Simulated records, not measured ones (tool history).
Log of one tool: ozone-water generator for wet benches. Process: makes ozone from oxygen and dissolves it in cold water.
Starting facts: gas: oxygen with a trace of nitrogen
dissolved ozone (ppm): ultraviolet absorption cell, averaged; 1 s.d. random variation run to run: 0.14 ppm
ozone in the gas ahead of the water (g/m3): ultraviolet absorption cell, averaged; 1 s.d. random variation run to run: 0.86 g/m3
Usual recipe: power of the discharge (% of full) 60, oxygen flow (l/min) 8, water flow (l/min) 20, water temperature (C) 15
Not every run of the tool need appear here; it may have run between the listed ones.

| run | hour | power of the discharge (% of full) | oxygen flow (l/min) | water flow (l/min) | water temperature (C) | dissolved ozone (ppm) | ozone in the gas ahead of the water (g/m3) |
|---|---|---|---|---|---|---|---|
| 1 | 0 | 60 | 8 | 20 | 15 | 16.8 | 137.1 |
| 2 | 29 | 60 | 8 | 20 | 15 | 16.6 | 136.8 |
| 3 | 47.5 | 60 | 8 | 20 | 15 | 16.3 | 138.9 |
| 4 | 80.5 | 60 | 8 | 20 | 15 | 16.6 | 135.7 |
| 5 | 114 | 60 | 8 | 20 | 15 | 16.6 | 137.6 |
| 6 | 140.2 | 60 | 8 | 20 | 15 | 16.7 | 138.6 |
| 7 | 174.3 | 60 | 8 | 20 | 15 | 16.6 | 136.1 |
| 8 | 213.9 | 60 | 8 | 20 | 15 | 16.5 | 138 |
| 9 | 238.5 | 60 | 8 | 20 | 15 | 16.3 | 136.4 |
| 10 | 268.5 | 60 | 8 | 20 | 15 | 16.4 | 136.3 |
| 11 | 297.2 | 60 | 8 | 20 | 15 | 16.5 | 136.2 |
| 12 | 321.5 | 60 | 8 | 20 | 15 | 16.4 | 136.9 |
| 13 | 337.9 | 77 | 6.24 | 20 | 16 | 18.9 | 181 |
| 14 | 367 | 77 | 6.24 | 20 | 16 | 19.1 | 181.2 |
| 15 | 389.7 | 77 | 6.24 | 22 | 7 | 20 | 178.8 |
| 16 | 424.5 | 77 | 6.24 | 22 | 7 | 20 | 180.4 |
| 17 | 448.4 | 84 | 9.36 | 17 | 17 | 20.1 | 145.5 |
| 18 | 472.5 | 47 | 5.22 | 25 | 14 | 12.9 | 161 |
| 19 | 497.9 | 47 | 5.22 | 25 | 14 | 12.9 | 159.6 |
| 20 | 530 | 50 | 8.96 | 25 | 14 | 13 | 118 |

Expected results for the next run?
| 21 | 560.7 | 50 | 8.96 | 25 | 14 | ? | ? |

{"run 21": {"dissolved ozone (ppm)": 12.8, "ozone in the gas ahead of the water (g/m3)": 116}}
If the tool had no hidden condition, the same run with the same run-to-run variation would have returned dissolved ozone (ppm) 13.4, ozone in the gas ahead of the water (g/m3) 118.9.
